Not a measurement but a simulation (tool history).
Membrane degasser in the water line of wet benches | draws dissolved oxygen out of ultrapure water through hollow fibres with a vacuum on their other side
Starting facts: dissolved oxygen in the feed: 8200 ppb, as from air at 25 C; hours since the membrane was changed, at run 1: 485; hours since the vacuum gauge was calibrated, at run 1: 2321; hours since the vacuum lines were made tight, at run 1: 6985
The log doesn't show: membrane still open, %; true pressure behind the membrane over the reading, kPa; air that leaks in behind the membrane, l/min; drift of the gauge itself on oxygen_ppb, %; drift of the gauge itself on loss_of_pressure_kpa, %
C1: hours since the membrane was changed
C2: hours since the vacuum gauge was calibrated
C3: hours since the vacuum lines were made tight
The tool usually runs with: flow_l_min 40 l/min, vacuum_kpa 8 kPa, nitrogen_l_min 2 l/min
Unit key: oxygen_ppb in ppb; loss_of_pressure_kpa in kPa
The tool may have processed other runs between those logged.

{"run": 1, "hour": 0.0, "flow_l_min": 40, "vacuum_kpa": 8, "nitrogen_l_min": 2, "C1": 485, "C2": 2321, "C3": 6985, "oxygen_ppb": 354.9, "loss_of_pressure_kpa": 32.81}
{"run": 2, "hour": 95.4, "flow_l_min": 31, "vacuum_kpa": 8, "nitrogen_l_min": 2, "C1": 580, "C2": 2417, "C3": 7081, "oxygen_ppb": 268.6, "loss_of_pressure_kpa": 25.63}
{"run": 3, "hour": 178.6, "flow_l_min": 31, "vacuum_kpa": 8, "nitrogen_l_min": 2, "C1": 663, "C2": 2500, "C3": 7164, "oxygen_ppb": 269.1, "loss_of_pressure_kpa": 25.58}
{"run": 4, "hour": 262.2, "flow_l_min": 31, "vacuum_kpa": 8, "nitrogen_l_min": 2, "C1": 747, "C2": 2584, "C3": 7248, "oxygen_ppb": 268.6, "loss_of_pressure_kpa": 25.47}
{"run": 5, "hour": 374.3, "flow_l_min": 40, "vacuum_kpa": 8, "nitrogen_l_min": 2, "C1": 859, "C2": 2696, "C3": 7360, "oxygen_ppb": 362.3, "loss_of_pressure_kpa": 32.96}
{"run": 6, "hour": 496.8, "flow_l_min": 40, "vacuum_kpa": 8, "nitrogen_l_min": 2, "C1": 982, "C2": 2818, "C3": 7482, "oxygen_ppb": 354.2, "loss_of_pressure_kpa": 32.82}
{"run": 7, "hour": 570.4, "flow_l_min": 40, "vacuum_kpa": 8, "nitrogen_l_min": 2, "C1": 1055, "C2": 2892, "C3": 7556, "oxygen_ppb": 353.7, "loss_of_pressure_kpa": 32.8}
{"run": 8, "hour": 671.3, "flow_l_min": 40, "vacuum_kpa": 8, "nitrogen_l_min": 2, "C1": 1156, "C2": 2993, "C3": 7657, "oxygen_ppb": 360.1, "loss_of_pressure_kpa": 32.57}
{"run": 9, "hour": 764.3, "flow_l_min": 40, "vacuum_kpa": 8, "nitrogen_l_min": 2, "C1": 1249, "C2": 3086, "C3": 7750, "oxygen_ppb": 352, "loss_of_pressure_kpa": 32.88}
{"run": 10, "hour": 831.9, "flow_l_min": 40, "vacuum_kpa": 8, "nitrogen_l_min": 3.75, "C1": 1317, "C2": 3153, "C3": 7817, "oxygen_ppb": 268.8, "loss_of_pressure_kpa": 33.18}
{"run": 11, "hour": 928.0, "flow_l_min": 46, "vacuum_kpa": 8, "nitrogen_l_min": 2, "C1": 1413, "C2": 3249, "C3": 7913, "oxygen_ppb": 413.8, "loss_of_pressure_kpa": 38.02}
{"run": 12, "hour": 1008.0, "flow_l_min": 46, "vacuum_kpa": 7.39, "nitrogen_l_min": 1.26, "C1": 1493, "C2": 3329, "C3": 7993, "oxygen_ppb": 477.9, "loss_of_pressure_kpa": 37.95}
{"run": 13, "hour": 1100.0, "flow_l_min": 46, "vacuum_kpa": 7.39, "nitrogen_l_min": 1.26, "C1": 1585, "C2": 3421, "C3": 8085, "oxygen_ppb": 479.6, "loss_of_pressure_kpa": 37.69}
{"run": 14, "hour": 1170.9, "flow_l_min": 42, "vacuum_kpa": 6.12, "nitrogen_l_min": 5.94, "C1": 1656, "C2": 3492, "C3": 8156, "oxygen_ppb": 212, "loss_of_pressure_kpa": 34.39}
{"run": 15, "hour": 1257.8, "flow_l_min": 56, "vacuum_kpa": 7.55, "nitrogen_l_min": 1.34, "C1": 1743, "C2": 3579, "C3": 8243, "oxygen_ppb": 577.8, "loss_of_pressure_kpa": 46.05}
{"run": 16, "hour": 1395.5, "flow_l_min": 62, "vacuum_kpa": 7.55, "nitrogen_l_min": 2.46, "C1": 1880, "C2": 3717, "C3": 8381, "oxygen_ppb": 500.1, "loss_of_pressure_kpa": 51.09}
{"run": 17, "hour": 1462.3, "flow_l_min": 62, "vacuum_kpa": 8, "nitrogen_l_min": 3.94, "C1": 1947, "C2": 3784, "C3": 8448, "oxygen_ppb": 433.1, "loss_of_pressure_kpa": 50.4}
{"run": 18, "hour": 1584.2, "flow_l_min": 62, "vacuum_kpa": 8, "nitrogen_l_min": 3.94, "C1": 2069, "C2": 3906, "C3": 8570, "oxygen_ppb": 432.3, "loss_of_pressure_kpa": 50.94}
{"run": 19, "hour": 1657.2, "flow_l_min": 62, "vacuum_kpa": 8, "nitrogen_l_min": 3.94, "C1": 2142, "C2": 3979, "C3": 8643, "oxygen_ppb": 443.7, "loss_of_pressure_kpa": 50.89}
{"run": 20, "hour": 1751.3, "flow_l_min": 38, "vacuum_kpa": 8.23, "nitrogen_l_min": 2.24, "C1": 2236, "C2": 4073, "C3": 8737, "oxygen_ppb": 325.2, "loss_of_pressure_kpa": 31.03}
{"run": 21, "hour": 1817.7, "flow_l_min": 40, "vacuum_kpa": 8, "nitrogen_l_min": 0.83, "C1": 2303, "C2": 4139, "C3": 8803, "oxygen_ppb": 563.5, "loss_of_pressure_kpa": 33.13}
{"run": 22, "hour": 1948.7, "flow_l_min": 40, "vacuum_kpa": 8, "nitrogen_l_min": 2.3, "C1": 2434, "C2": 4270, "C3": 8934, "oxygen_ppb": 339.1, "loss_of_pressure_kpa": 32.96}

Branching from run 22: 3 alternative next runs. What would each branch give?
{"run": "A", "hour": 2037.0, "flow_l_min": 40, "vacuum_kpa": 8, "nitrogen_l_min": 1.59, "C1": 2522, "C2": 4358, "C3": 9022, "oxygen_ppb": "?", "loss_of_pressure_kpa": "?"}
{"run": "B", "hour": 2037.0, "flow_l_min": 44, "vacuum_kpa": 8, "nitrogen_l_min": 1.18, "C1": 2522, "C2": 4358, "C3": 9022, "oxygen_ppb": "?", "loss_of_pressure_kpa": "?"}
{"run": "C", "hour": 2037.0, "flow_l_min": 53, "vacuum_kpa": 8, "nitrogen_l_min": 2.3, "C1": 2522, "C2": 4358, "C3": 9022, "oxygen_ppb": "?", "loss_of_pressure_kpa": "?"}

run=A oxygen_ppb=394.6 loss_of_pressure_kpa=32.84
run=B oxygen_ppb=525.1 loss_of_pressure_kpa=35.9
run=C oxygen_ppb=443.5 loss_of_pressure_kpa=43.33
Take away the tool's hidden state, keep each run's random variation, and the runs would have read:
run=A oxygen_ppb=394.4 loss_of_pressure_kpa=32.83
run=B oxygen_ppb=524.9 loss_of_pressure_kpa=35.89
run=C oxygen_ppb=443.2 loss_of_pressure_kpa=43.32
